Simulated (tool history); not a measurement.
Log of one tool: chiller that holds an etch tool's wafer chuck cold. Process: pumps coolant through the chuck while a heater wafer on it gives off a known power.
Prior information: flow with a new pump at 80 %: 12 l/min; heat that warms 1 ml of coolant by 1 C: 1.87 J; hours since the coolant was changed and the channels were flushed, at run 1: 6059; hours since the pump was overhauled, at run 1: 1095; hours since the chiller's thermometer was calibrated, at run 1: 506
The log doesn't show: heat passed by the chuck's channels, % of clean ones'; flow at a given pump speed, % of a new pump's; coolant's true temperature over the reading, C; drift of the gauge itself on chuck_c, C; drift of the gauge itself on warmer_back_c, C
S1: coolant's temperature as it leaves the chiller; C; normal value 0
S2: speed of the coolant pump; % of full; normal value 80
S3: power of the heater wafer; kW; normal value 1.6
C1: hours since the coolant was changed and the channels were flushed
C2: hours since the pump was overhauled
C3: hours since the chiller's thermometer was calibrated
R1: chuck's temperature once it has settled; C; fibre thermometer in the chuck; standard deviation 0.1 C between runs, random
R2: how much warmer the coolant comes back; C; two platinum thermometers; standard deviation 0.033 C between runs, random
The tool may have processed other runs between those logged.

{"run": 1, "day": 0.0, "S1": 0, "S2": 80, "S3": 1.6, "C1": 6059, "C2": 1095, "C3": 506, "R1": 16.4, "R2": 4.4}
{"run": 2, "day": 1.175, "S1": 0, "S2": 80, "S3": 1.6, "C1": 6087, "C2": 1123, "C3": 534, "R1": 16.7, "R2": 4.34}
{"run": 3, "day": 2.717, "S1": 0, "S2": 62, "S3": 1.6, "C1": 6124, "C2": 1160, "C3": 571, "R1": 20.7, "R2": 5.67}
{"run": 4, "day": 3.508, "S1": 0, "S2": 62, "S3": 1.6, "C1": 6143, "C2": 1179, "C3": 590, "R1": 20.6, "R2": 5.7}
{"run": 5, "day": 4.758, "S1": 0, "S2": 75, "S3": 1.6, "C1": 6173, "C2": 1209, "C3": 620, "R1": 17.6, "R2": 4.68}
{"run": 6, "day": 5.596, "S1": 0, "S2": 75, "S3": 1.6, "C1": 6193, "C2": 1229, "C3": 640, "R1": 17.7, "R2": 4.76}
{"run": 7, "day": 6.475, "S1": 0, "S2": 75, "S3": 1.6, "C1": 6214, "C2": 1250, "C3": 661, "R1": 17.8, "R2": 4.65}
{"run": 8, "day": 7.675, "S1": 0, "S2": 80, "S3": 1.6, "C1": 6243, "C2": 1279, "C3": 690, "R1": 16.6, "R2": 4.4}
{"run": 9, "day": 8.592, "S1": 0, "S2": 80, "S3": 1.6, "C1": 6265, "C2": 1301, "C3": 712, "R1": 16.7, "R2": 4.43}
{"run": 10, "day": 10.3, "S1": 0, "S2": 99, "S3": 1.6, "C1": 6306, "C2": 1342, "C3": 753, "R1": 14, "R2": 3.54}
{"run": 11, "day": 11.15, "S1": 5, "S2": 99, "S3": 1.6, "C1": 6327, "C2": 1363, "C3": 773, "R1": 18.8, "R2": 3.58}
{"run": 12, "day": 12.175, "S1": 0, "S2": 80, "S3": 1.6, "C1": 6351, "C2": 1387, "C3": 798, "R1": 16.8, "R2": 4.4}
{"run": 13, "day": 13.483, "S1": 0, "S2": 80, "S3": 1.6, "C1": 6383, "C2": 1419, "C3": 829, "R1": 16.7, "R2": 4.41}
{"run": 14, "day": 14.471, "S1": 0, "S2": 80, "S3": 1.6, "C1": 6406, "C2": 1442, "C3": 853, "R1": 16.9, "R2": 4.42}
{"run": 15, "day": 15.771, "S1": 0, "S2": 80, "S3": 1.6, "C1": 6437, "C2": 1473, "C3": 884, "R1": 16.7, "R2": 4.47}
{"run": 16, "day": 16.662, "S1": 0, "S2": 80, "S3": 1.367, "C1": 6459, "C2": 1495, "C3": 905, "R1": 14.2, "R2": 3.82}
{"run": 17, "day": 17.488, "S1": 0, "S2": 80, "S3": 1.526, "C1": 6479, "C2": 1515, "C3": 925, "R1": 16, "R2": 4.22}
{"run": 18, "day": 19.004, "S1": 0, "S2": 80, "S3": 1.526, "C1": 6515, "C2": 1551, "C3": 962, "R1": 16.2, "R2": 4.24}
{"run": 19, "day": 20.679, "S1": -1, "S2": 80, "S3": 1.397, "C1": 6555, "C2": 1591, "C3": 1002, "R1": 13.7, "R2": 3.89}
{"run": 20, "day": 21.542, "S1": -1, "S2": 80, "S3": 1.397, "C1": 6576, "C2": 1612, "C3": 1022, "R1": 13.7, "R2": 3.91}
{"run": 21, "day": 23.054, "S1": 0, "S2": 95, "S3": 1.748, "C1": 6612, "C2": 1648, "C3": 1059, "R1": 15.8, "R2": 4.08}
{"run": 22, "day": 24.583, "S1": 0, "S2": 95, "S3": 1.748, "C1": 6649, "C2": 1685, "C3": 1095, "R1": 15.9, "R2": 4.1}
{"run": 23, "day": 25.438, "S1": -2, "S2": 93, "S3": 1.6, "C1": 6669, "C2": 1705, "C3": 1116, "R1": 12.9, "R2": 3.84}
{"run": 24, "day": 26.35, "S1": 4, "S2": 66, "S3": 1.6, "C1": 6691, "C2": 1727, "C3": 1138, "R1": 23.8, "R2": 5.35}
{"run": 25, "day": 28.162, "S1": 4, "S2": 66, "S3": 1.6, "C1": 6735, "C2": 1771, "C3": 1181, "R1": 23.9, "R2": 5.37}
{"run": 26, "day": 29.971, "S1": 4, "S2": 66, "S3": 1.6, "C1": 6778, "C2": 1814, "C3": 1225, "R1": 23.9, "R2": 5.37}
{"run": 27, "day": 31.646, "S1": -4, "S2": 68, "S3": 1.775, "C1": 6818, "C2": 1854, "C3": 1265, "R1": 17.7, "R2": 5.77}
{"run": 28, "day": 33.488, "S1": -4, "S2": 69, "S3": 1.106, "C1": 6863, "C2": 1899, "C3": 1309, "R1": 9.2, "R2": 3.55}
{"run": 29, "day": 35.317, "S1": 0, "S2": 91, "S3": 2.113, "C1": 6907, "C2": 1943, "C3": 1353, "R1": 20, "R2": 5.15}
{"run": 30, "day": 36.821, "S1": 0, "S2": 91, "S3": 2.113, "C1": 6943, "C2": 1979, "C3": 1389, "R1": 20.1, "R2": 5.09}
{"run": 31, "day": 38.512, "S1": -3, "S2": 67, "S3": 2.284, "C1": 6983, "C2": 2019, "C3": 1430, "R1": 25.4, "R2": 7.6}
{"run": 32, "day": 39.342, "S1": 7, "S2": 67, "S3": 0.867, "C1": 7003, "C2": 2039, "C3": 1450, "R1": 17.7, "R2": 2.89}
{"run": 33, "day": 41.162, "S1": 3, "S2": 92, "S3": 1.6, "C1": 7047, "C2": 2083, "C3": 1493, "R1": 18.2, "R2": 3.87}

How would selected steps in R1 from run to run divide? Give the signed amount a tool lacking its hidden state would still show from settings, what came in and random variation, and the signed amount left for the hidden state, including any gauge scatter that is not in both of the compared results.
Run 23 -> 24: S1 -2 -> 4, S2 93 -> 66. R1 +10.9 C: hidden state +0.9, all else +10.
Run 27 -> 28: S2 68 -> 69, S3 1.775 -> 1.106. R1 -8.5 C: hidden state -1.4, all else -7.1.
Run 28 -> 29: S1 -4 -> 0, S2 69 -> 91, S3 1.106 -> 2.113. R1 +10.8 C: hidden state +1.2, all else +9.6.
Run 30 -> 31: S1 0 -> -3, S2 91 -> 67, S3 2.113 -> 2.284. R1 +5.3 C: hidden state +1.5, all else +3.8.
Run 31 -> 32: S1 -3 -> 7, S3 2.284 -> 0.867. R1 -7.7 C: hidden state -3.2, all else -4.5.
